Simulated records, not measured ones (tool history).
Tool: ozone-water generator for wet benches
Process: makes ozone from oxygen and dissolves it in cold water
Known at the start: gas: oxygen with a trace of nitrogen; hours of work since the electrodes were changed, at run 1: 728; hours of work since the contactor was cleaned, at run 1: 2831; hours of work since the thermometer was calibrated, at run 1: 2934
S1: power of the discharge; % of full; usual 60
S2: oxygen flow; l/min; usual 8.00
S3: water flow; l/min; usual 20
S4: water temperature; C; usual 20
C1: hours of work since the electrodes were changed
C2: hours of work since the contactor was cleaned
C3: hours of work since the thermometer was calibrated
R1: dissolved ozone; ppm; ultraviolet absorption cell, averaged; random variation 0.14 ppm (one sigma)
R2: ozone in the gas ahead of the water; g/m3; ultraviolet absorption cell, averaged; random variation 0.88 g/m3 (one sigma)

| run | hour | S1 | S2 | S3 | S4 | C1 | C2 | C3 | R1 | R2 |
|---|---|---|---|---|---|---|---|---|---|---|
| 1 | 0.0 | 60 | 8.00 | 20 | 20 | 728 | 2831 | 2934 | 16.3 | 145.4 |
| 2 | 57.6 | 60 | 8.00 | 20 | 20 | 763 | 2866 | 2969 | 16.3 | 145.5 |
| 3 | 84.6 | 60 | 7.94 | 20 | 20 | 779 | 2882 | 2986 | 16.4 | 146.1 |
| 4 | 117.9 | 60 | 8.00 | 20 | 20 | 799 | 2903 | 3006 | 16.5 | 145.6 |
| 5 | 168.6 | 40 | 8.00 | 20 | 20 | 830 | 2933 | 3037 | 12.6 | 111.8 |
| 6 | 214.1 | 40 | 8.00 | 20 | 20 | 858 | 2961 | 3064 | 12.8 | 113.7 |
| 7 | 256.1 | 60 | 5.21 | 20 | 20 | 883 | 2987 | 3090 | 16.7 | 185.3 |
| 8 | 314.6 | 60 | 8.00 | 20 | 13 | 919 | 3022 | 3125 | 18.4 | 145.0 |
| 9 | 347.3 | 60 | 8.00 | 20 | 13 | 939 | 3042 | 3145 | 18.7 | 144.6 |
| 10 | 373.1 | 60 | 8.00 | 20 | 13 | 954 | 3058 | 3161 | 18.5 | 145.1 |
| 11 | 418.2 | 60 | 8.00 | 20 | 20 | 982 | 3085 | 3188 | 16.4 | 145.9 |
| 12 | 461.3 | 60 | 8.00 | 20 | 17 | 1008 | 3111 | 3214 | 17.5 | 145.7 |
| 13 | 521.7 | 60 | 8.00 | 20 | 17 | 1044 | 3148 | 3251 | 17.5 | 146.2 |
| 14 | 547.7 | 60 | 8.00 | 20 | 20 | 1060 | 3164 | 3267 | 16.3 | 145.4 |
| 15 | 601.7 | 60 | 8.00 | 20 | 20 | 1093 | 3197 | 3300 | 16.3 | 146.9 |
| 16 | 652.8 | 60 | 8.00 | 20 | 20 | 1124 | 3228 | 3331 | 16.3 | 145.4 |
| 17 | 694.8 | 60 | 8.00 | 20 | 20 | 1150 | 3253 | 3356 | 16.2 | 143.9 |
| 18 | 752.2 | 60 | 8.00 | 20 | 20 | 1184 | 3288 | 3391 | 16.2 | 145.9 |
| 19 | 803.3 | 60 | 8.00 | 20 | 20 | 1215 | 3319 | 3422 | 16.3 | 144.6 |
| 20 | 850.3 | 64 | 8.00 | 20 | 20 | 1244 | 3347 | 3451 | 17.0 | 151.9 |
| 21 | 901.3 | 73 | 8.00 | 26 | 20 | 1275 | 3378 | 3482 | 15.2 | 163.9 |
| 22 | 946.5 | 50 | 5.34 | 29 | 14 | 1302 | 3406 | 3509 | 12.0 | 164.8 |
| 23 | 1008.3 | 50 | 5.34 | 29 | 14 | 1340 | 3443 | 3547 | 12.1 | 165.2 |
| 24 | 1068.3 | 50 | 5.34 | 29 | 14 | 1376 | 3480 | 3583 | 12.0 | 164.0 |
| 25 | 1098.2 | 48 | 8.00 | 19 | 24 | 1394 | 3498 | 3601 | 13.5 | 125.8 |
| 26 | 1160.2 | 48 | 8.00 | 19 | 24 | 1432 | 3536 | 3639 | 13.8 | 126.1 |
| 27 | 1206.8 | 48 | 8.00 | 19 | 24 | 1460 | 3564 | 3667 | 13.6 | 126.3 |
| 28 | 1238.7 | 48 | 8.00 | 19 | 24 | 1480 | 3583 | 3686 | 13.7 | 126.9 |
| 29 | 1282.9 | 48 | 8.00 | 20 | 24 | 1507 | 3610 | 3713 | 13.3 | 125.4 |
| 30 | 1312.0 | 89 | 8.00 | 19 | 24 | 1524 | 3628 | 3731 | 19.6 | 185.9 |
| 31 | 1353.5 | 60 | 8.00 | 18 | 20 | 1549 | 3653 | 3756 | 17.4 | 142.5 |
| 32 | 1405.6 | 60 | 8.00 | 18 | 20 | 1581 | 3685 | 3788 | 17.2 | 144.5 |
|  | 1421.4 | water thermometer calibrated |
| 33 | 1436.3 | 60 | 8.00 | 18 | 20 | 1599 | 3703 | 9 | 17.6 | 145.1 |

How the hidden state differs across the entries between the runs, from the last listed run before each to the first after it:
Between runs 32 and 33: water thermometer calibrated (hour 1421.4)
  true water temperature over the reading, C: 0.01 -> 0
